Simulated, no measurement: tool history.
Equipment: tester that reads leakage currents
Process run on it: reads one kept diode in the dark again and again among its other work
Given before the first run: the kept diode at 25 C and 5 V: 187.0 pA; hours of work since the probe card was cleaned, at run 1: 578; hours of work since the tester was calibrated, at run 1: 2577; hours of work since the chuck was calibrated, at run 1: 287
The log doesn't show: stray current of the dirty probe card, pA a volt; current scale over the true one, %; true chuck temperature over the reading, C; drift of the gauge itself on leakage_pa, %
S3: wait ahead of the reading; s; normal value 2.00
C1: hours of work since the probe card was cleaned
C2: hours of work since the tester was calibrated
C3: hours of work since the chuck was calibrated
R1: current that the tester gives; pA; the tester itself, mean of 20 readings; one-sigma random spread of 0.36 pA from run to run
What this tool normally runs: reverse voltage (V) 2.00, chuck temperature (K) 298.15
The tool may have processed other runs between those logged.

{"run": 1, "hour": 0.0, "reverse voltage (V)": 2.0, "chuck temperature (K)": 298.15, "S3": 2.0, "C1": 578, "C2": 2577, "C3": 287, "R1": 119.42}
{"run": 2, "hour": 187.4, "reverse voltage (V)": 2.0, "chuck temperature (K)": 298.15, "S3": 2.0, "C1": 706, "C2": 2705, "C3": 416, "R1": 119.91}
{"run": 3, "hour": 367.3, "reverse voltage (V)": 2.0, "chuck temperature (K)": 298.15, "S3": 1.72, "C1": 829, "C2": 2828, "C3": 539, "R1": 119.6}
{"hour": 442.1, "done": "chuck's temperature calibrated"}
{"run": 4, "hour": 611.4, "reverse voltage (V)": 2.0, "chuck temperature (K)": 298.15, "S3": 1.72, "C1": 995, "C2": 2994, "C3": 116, "R1": 119.41}
{"run": 5, "hour": 867.9, "reverse voltage (V)": 2.0, "chuck temperature (K)": 298.15, "S3": 4.91, "C1": 1170, "C2": 3170, "C3": 291, "R1": 119.35}
{"run": 6, "hour": 1080.3, "reverse voltage (V)": 2.0, "chuck temperature (K)": 298.15, "S3": 2.0, "C1": 1316, "C2": 3315, "C3": 437, "R1": 120.05}
{"hour": 1296.7, "done": "chuck's temperature calibrated"}
{"run": 7, "hour": 1323.0, "reverse voltage (V)": 2.0, "chuck temperature (K)": 298.15, "S3": 2.0, "C1": 1480, "C2": 3480, "C3": 18, "R1": 120.13}
{"run": 8, "hour": 1599.1, "reverse voltage (V)": 2.0, "chuck temperature (K)": 298.15, "S3": 2.0, "C1": 1669, "C2": 3669, "C3": 207, "R1": 120.32}
{"run": 9, "hour": 1762.6, "reverse voltage (V)": 2.0, "chuck temperature (K)": 298.15, "S3": 2.0, "C1": 1781, "C2": 3780, "C3": 319, "R1": 120.11}
{"run": 10, "hour": 1910.0, "reverse voltage (V)": 2.0, "chuck temperature (K)": 298.15, "S3": 2.0, "C1": 1882, "C2": 3881, "C3": 420, "R1": 120.25}
{"hour": 1990.1, "done": "probe card cleaned and baked"}
{"hour": 2015.0, "done": "tester calibrated"}
{"run": 11, "hour": 2106.6, "reverse voltage (V)": 2.0, "chuck temperature (K)": 298.15, "S3": 2.0, "C1": 78, "C2": 63, "C3": 551, "R1": 119.85}
{"hour": 2156.7, "done": "chuck's temperature calibrated"}
{"run": 12, "hour": 2270.9, "reverse voltage (V)": 2.0, "chuck temperature (K)": 313.15, "S3": 0.73, "C1": 189, "C2": 174, "C3": 78, "R1": 442.7}
{"run": 13, "hour": 2387.4, "reverse voltage (V)": 1.24, "chuck temperature (K)": 328.15, "S3": 5.81, "C1": 269, "C2": 253, "C3": 158, "R1": 1154.79}
{"run": 14, "hour": 2651.4, "reverse voltage (V)": 2.0, "chuck temperature (K)": 298.15, "S3": 0.84, "C1": 450, "C2": 434, "C3": 339, "R1": 119.5}
{"run": 15, "hour": 2799.3, "reverse voltage (V)": 2.0, "chuck temperature (K)": 298.15, "S3": 0.84, "C1": 551, "C2": 535, "C3": 440, "R1": 118.98}
{"run": 16, "hour": 2951.5, "reverse voltage (V)": 2.0, "chuck temperature (K)": 298.15, "S3": 0.84, "C1": 655, "C2": 640, "C3": 544, "R1": 119.6}
{"hour": 3008.5, "done": "chuck's temperature calibrated"}
{"run": 17, "hour": 3188.3, "reverse voltage (V)": 2.0, "chuck temperature (K)": 313.15, "S3": 0.69, "C1": 816, "C2": 800, "C3": 123, "R1": 443.41}

What will run 18 give?
{"run": 18, "hour": 3350.3, "reverse voltage (V)": 17.3, "chuck temperature (K)": 307.15, "S3": 0.69, "C1": 927, "C2": 911, "C3": 234, "R1": "?"}

R1: 759.35 pA
With no hidden state in the tool, this same run would have given R1 760.02 pA.
